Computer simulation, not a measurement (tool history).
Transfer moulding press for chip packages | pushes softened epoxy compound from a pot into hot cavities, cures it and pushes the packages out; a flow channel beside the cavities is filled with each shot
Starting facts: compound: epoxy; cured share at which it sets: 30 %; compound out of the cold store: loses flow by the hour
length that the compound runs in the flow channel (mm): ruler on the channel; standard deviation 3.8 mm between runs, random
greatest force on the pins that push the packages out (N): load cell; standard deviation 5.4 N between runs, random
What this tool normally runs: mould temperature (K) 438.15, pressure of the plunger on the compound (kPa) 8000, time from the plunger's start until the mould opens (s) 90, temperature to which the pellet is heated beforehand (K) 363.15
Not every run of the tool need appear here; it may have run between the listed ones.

| run | hour | mould temperature (K) | pressure of the plunger on the compound (kPa) | time from the plunger's start until the mould opens (s) | temperature to which the pellet is heated beforehand (K) | incoming compound's hours out of the cold store | length that the compound runs in the flow channel (mm) | greatest force on the pins that push the packages out (N) |
|---|---|---|---|---|---|---|---|---|
| 1 | 0.0 | 438.15 | 8000 | 90 | 363.15 | 32.9 | 645 | 330 |
| 2 | 9.5 | 438.15 | 8000 | 90 | 363.15 | 45.8 | 600 | 312 |
| 3 | 17.6 | 438.15 | 8000 | 77 | 363.15 | 18.4 | 691 | 442 |
| 4 | 29.7 | 438.15 | 8000 | 90 | 363.15 | 20.6 | 687 | 349 |
|  | 36.1 | cavities cleaned with cleaning compound and waxed |
| 5 | 44.9 | 438.15 | 8000 | 90 | 363.15 | 32.1 | 642 | 200 |
| 6 | 55.9 | 438.15 | 8000 | 90 | 363.15 | 42.2 | 608 | 231 |
| 7 | 65.2 | 438.15 | 8000 | 90 | 363.15 | 44.6 | 601 | 238 |
| 8 | 75.6 | 438.15 | 8000 | 90 | 363.15 | 41.5 | 608 | 257 |
| 9 | 90.4 | 444.15 | 8000 | 116 | 361.15 | 41.2 | 590 | 247 |
| 10 | 104.4 | 438.15 | 6320 | 85 | 355.15 | 18.7 | 603 | 324 |
| 11 | 116.2 | 438.15 | 6870 | 85 | 364.15 | 22.5 | 615 | 331 |

4 options for the next run, each taken on its own from the tool as it stands now. Forecast them:
| A | 131.5 | 438.15 | 8170 | 85 | 364.15 | 31.5 | ? | ? |
| B | 131.5 | 434.15 | 8000 | 108 | 370.15 | 47.5 | ? | ? |
| C | 131.5 | 438.15 | 9640 | 106 | 363.15 | 25.7 | ? | ? |
| D | 131.5 | 438.15 | 7320 | 85 | 364.15 | 13.9 | ? | ? |

| run | length that the compound runs in the flow channel (mm) | greatest force on the pins that push the packages out (N) |
|---|---|---|
| A | 639 | 353 |
| B | 592 | 342 |
| C | 714 | 293 |
| D | 665 | 347 |
The same runs, with their run-to-run variation unchanged, on a tool lacking any hidden condition would have given:
| run | length that the compound runs in the flow channel (mm) | greatest force on the pins that push the packages out (N) |
|---|---|---|
| A | 726 | 196 |
| B | 673 | 189 |
| C | 811 | 158 |
| D | 755 | 189 |

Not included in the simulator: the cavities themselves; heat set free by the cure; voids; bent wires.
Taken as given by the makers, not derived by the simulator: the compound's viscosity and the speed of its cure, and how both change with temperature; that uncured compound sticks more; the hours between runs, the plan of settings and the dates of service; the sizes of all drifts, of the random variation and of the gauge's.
